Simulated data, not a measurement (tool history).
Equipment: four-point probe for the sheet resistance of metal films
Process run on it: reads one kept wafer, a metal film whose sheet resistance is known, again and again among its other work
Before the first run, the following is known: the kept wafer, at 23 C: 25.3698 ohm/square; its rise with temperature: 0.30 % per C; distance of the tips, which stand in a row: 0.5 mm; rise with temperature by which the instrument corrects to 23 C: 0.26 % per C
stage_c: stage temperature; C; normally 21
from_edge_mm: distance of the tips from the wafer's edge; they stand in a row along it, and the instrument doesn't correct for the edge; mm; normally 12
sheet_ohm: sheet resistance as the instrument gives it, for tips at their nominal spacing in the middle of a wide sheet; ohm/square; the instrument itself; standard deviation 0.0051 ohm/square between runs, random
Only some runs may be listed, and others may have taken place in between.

run	day	stage_c	from_edge_mm	sheet_ohm
1	0	21	12	25.282709
2	2.921	21	12	25.260271
3	6.017	20	12	25.250407
4	9.046	20	12	25.239341
5	11.908	20	12	25.220676
# day 12.362: stage's thermometer calibrated
6	15.8	20	12	25.231106
7	20.233	20	12	25.219376

What does the tool deliver on the next run?
8	22.929	20	12	?

{"run 8": {"sheet_ohm": 25.196734}}
Had the tool carried no hidden state, the very same run would have given sheet_ohm 25.355376 ohm/square.
